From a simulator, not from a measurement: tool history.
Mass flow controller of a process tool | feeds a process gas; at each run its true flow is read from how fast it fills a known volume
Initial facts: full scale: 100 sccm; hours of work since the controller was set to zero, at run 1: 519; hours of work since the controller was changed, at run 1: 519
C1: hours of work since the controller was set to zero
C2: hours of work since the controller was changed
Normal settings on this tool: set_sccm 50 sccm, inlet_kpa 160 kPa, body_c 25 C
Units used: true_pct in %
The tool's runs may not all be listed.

Run 1, hour 0.0: usual settings; C1 519; C2 519. Result: true_pct 100.04 %.
Run 2, hour 142.0: usual settings; C1 570; C2 570. Result: true_pct 99.91 %.
Run 3, hour 336.7: usual settings; C1 640; C2 640. Result: true_pct 99.94 %.
Run 4, hour 465.7: usual settings; C1 687; C2 687. Result: true_pct 99.92 %.
Run 5, hour 608.8: usual settings; C1 738; C2 738. Result: true_pct 99.93 %.
Run 6, hour 841.4: usual settings; C1 822; C2 822. Result: true_pct 99.97 %.
Run 7, hour 1009.3: usual settings; C1 883; C2 883. Result: true_pct 99.95 %.
Run 8, hour 1111.7: usual settings; C1 920; C2 920. Result: true_pct 99.90 %.
Run 9, hour 1311.6: usual settings; C1 992; C2 992. Result: true_pct 99.93 %.
Run 10, hour 1497.2: usual settings; C1 1059; C2 1059. Result: true_pct 100.00 %.
Run 11, hour 1660.4: usual settings; C1 1118; C2 1118. Result: true_pct 99.90 %.
Run 12, hour 1788.1: usual settings; C1 1164; C2 1164. Result: true_pct 100.02 %.
Run 13, hour 2000.0: usual settings; C1 1240; C2 1240. Result: true_pct 100.03 %.
Run 14, hour 2191.2: usual settings; C1 1309; C2 1309. Result: true_pct 100.21 %.
Run 15, hour 2353.5: usual settings; C1 1367; C2 1367. Result: true_pct 100.15 %.
Run 16, hour 2471.2: usual settings; C1 1410; C2 1410. Result: true_pct 99.93 %.
Run 17, hour 2676.4: usual settings; C1 1484; C2 1484. Result: true_pct 100.07 %.
Run 18, hour 2784.1: usual settings; C1 1523; C2 1523. Result: true_pct 100.14 %.
Run 19, hour 2942.3: usual settings but set_sccm 18 sccm, body_c 24 C; C1 1580; C2 1580. Result: true_pct 100.79 %.
Run 20, hour 3051.4: usual settings but set_sccm 18 sccm, body_c 24 C; C1 1619; C2 1619. Result: true_pct 100.79 %.
Run 21, hour 3196.8: usual settings but set_sccm 83 sccm, inlet_kpa 177 kPa, body_c 23 C; C1 1672; C2 1672. Result: true_pct 100.29 %.
Run 22, hour 3403.2: usual settings but set_sccm 83 sccm, inlet_kpa 177 kPa, body_c 23 C; C1 1746; C2 1746. Result: true_pct 100.05 %.
Run 23, hour 3547.4: usual settings but set_sccm 29 sccm, inlet_kpa 177 kPa, body_c 27 C; C1 1798; C2 1798. Result: true_pct 100.04 %.
Run 24, hour 3700.1: usual settings but set_sccm 29 sccm, inlet_kpa 177 kPa, body_c 27 C; C1 1853; C2 1853. Result: true_pct 100.09 %.
Run 25, hour 3851.6: usual settings but set_sccm 26 sccm, inlet_kpa 220 kPa, body_c 38 C; C1 1908; C2 1908. Result: true_pct 99.04 %.
Run 26, hour 4029.4: usual settings but set_sccm 24 sccm, inlet_kpa 142 kPa; C1 1972; C2 1972. Result: true_pct 100.62 %.
Run 27, hour 4239.2: usual settings but set_sccm 24 sccm, inlet_kpa 142 kPa; C1 2047; C2 2047. Result: true_pct 100.62 %.
Run 28, hour 4422.0: usual settings but set_sccm 24 sccm, inlet_kpa 142 kPa; C1 2113; C2 2113. Result: true_pct 100.76 %.
Run 29, hour 4615.8: usual settings but set_sccm 16 sccm, inlet_kpa 172 kPa, body_c 29 C; C1 2183; C2 2183. Result: true_pct 100.68 %.
Run 30, hour 4832.3: usual settings but inlet_kpa 180 kPa; C1 2261; C2 2261. Result: true_pct 100.06 %.
Run 31, hour 4960.3: usual settings but set_sccm 18 sccm, inlet_kpa 180 kPa; C1 2308; C2 2308. Result: true_pct 100.94 %.
Run 32, hour 5129.6: usual settings but set_sccm 17 sccm, inlet_kpa 171 kPa, body_c 20 C; C1 2369; C2 2369. Result: true_pct 101.42 %.
Run 33, hour 5318.2: usual settings but set_sccm 37 sccm, inlet_kpa 221 kPa; C1 2437; C2 2437. Result: true_pct 100.03 %.
Run 34, hour 5523.9: usual settings but set_sccm 16 sccm, inlet_kpa 153 kPa, body_c 20 C; C1 2511; C2 2511. Result: true_pct 101.81 %.

Below, each run's measurement less what the same run would have read without the hidden state. Both values contain the same run-to-run variation, but the gauge's scatter may not be the same in both:
Unlogged tool condition in this case: flow at rest that the sensor doesn't see, % of full scale; true flow over the shown one, %; drift of the gauge itself on true_pct, %.
run  true_pct
  1     +0.00
  2     +0.00
  3     +0.01
  4     +0.02
  5     +0.02
  6     +0.03
  7     +0.04
  8     +0.04
  9     +0.05
 10     +0.06
 11     +0.06
 12     +0.07
 13     +0.08
 14     +0.09
 15     +0.10
 16     +0.09
 17     +0.11
 18     +0.11
 19     +0.78
 20     +0.80
 21     -0.03
 22     -0.03
 23     +0.44
 24     +0.46
 25     +0.56
 26     +0.66
 27     +0.69
 28     +0.71
 29     +1.27
 30     +0.18
 31     +1.15
 32     +1.27
 33     +0.41
 34     +1.47
